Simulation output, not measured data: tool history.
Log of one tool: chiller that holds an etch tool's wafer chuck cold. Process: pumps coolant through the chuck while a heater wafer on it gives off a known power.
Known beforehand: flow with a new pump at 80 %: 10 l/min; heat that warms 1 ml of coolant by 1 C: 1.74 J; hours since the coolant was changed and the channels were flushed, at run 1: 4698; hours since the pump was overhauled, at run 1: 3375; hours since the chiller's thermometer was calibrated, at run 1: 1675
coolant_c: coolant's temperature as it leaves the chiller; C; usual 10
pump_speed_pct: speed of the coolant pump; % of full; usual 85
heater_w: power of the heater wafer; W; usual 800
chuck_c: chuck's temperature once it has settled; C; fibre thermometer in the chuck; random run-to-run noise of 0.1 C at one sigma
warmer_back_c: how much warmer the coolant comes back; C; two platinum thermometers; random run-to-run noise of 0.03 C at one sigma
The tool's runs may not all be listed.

run,day,coolant_c,pump_speed_pct,heater_w,hours since the coolant was changed and the channels were flushed,hours since the pump was overhauled,hours since the chiller's thermometer was calibrated,chuck_c,warmer_back_c
1,0.000,10,85,800,4698,3375,1675,17.7,2.77
2,2.708,10,85,800,4763,3440,1740,17.5,2.74
3,6.325,18,85,800,4850,3527,1827,25.5,2.75
4,8.617,18,85,800,4905,3582,1882,25.6,2.77
# day 8.988: coolant pump overhauled
5,11.996,18,85,800,4981,72,1958,25.8,2.83
6,14.929,18,85,800,5051,143,2029,25.9,2.85
# day 15.454: coolant pump overhauled, once more
# day 15.496: chiller's thermometer calibrated
7,18.529,18,85,800,5132,73,73,25.6,2.60
8,21.129,20,67,436,5194,135,135,24.9,1.78
9,22.638,16,73,915,5230,171,171,25.7,3.49
10,25.058,16,73,915,5288,230,230,25.7,3.47
11,26.992,16,73,915,5335,276,276,25.7,3.43
12,30.288,20,85,915,5414,355,355,28.6,2.96
13,31.904,20,85,915,5453,394,394,28.9,2.99

How the hidden state differs across the entries between the runs, from the last listed run before each to the first after it:
In the gap between runs 4 and 5: coolant pump overhauled (day 8.988)
  heat passed by the chuck's channels, % of clean ones': 81.3 -> 81; flow at a given pump speed, % of a new pump's: 94.3 -> 91.2; coolant's true temperature over the reading, C: -0.21 -> -0.22
  measured less the result without the state, chuck_c: +1.3 -> +1.5 C; warmer_back_c: +0.16 -> +0.25 C
In the gap between runs 6 and 7: coolant pump overhauled, once more (day 15.454); chiller's thermometer calibrated (day 15.496)
  heat passed by the chuck's channels, % of clean ones': 80.7 -> 80.4; flow at a given pump speed, % of a new pump's: 91.1 -> 100.4; coolant's true temperature over the reading, C: -0.23 -> -0.04
  measured less the result without the state, chuck_c: +1.5 -> +1.1 C; warmer_back_c: +0.26 -> -0.01 C
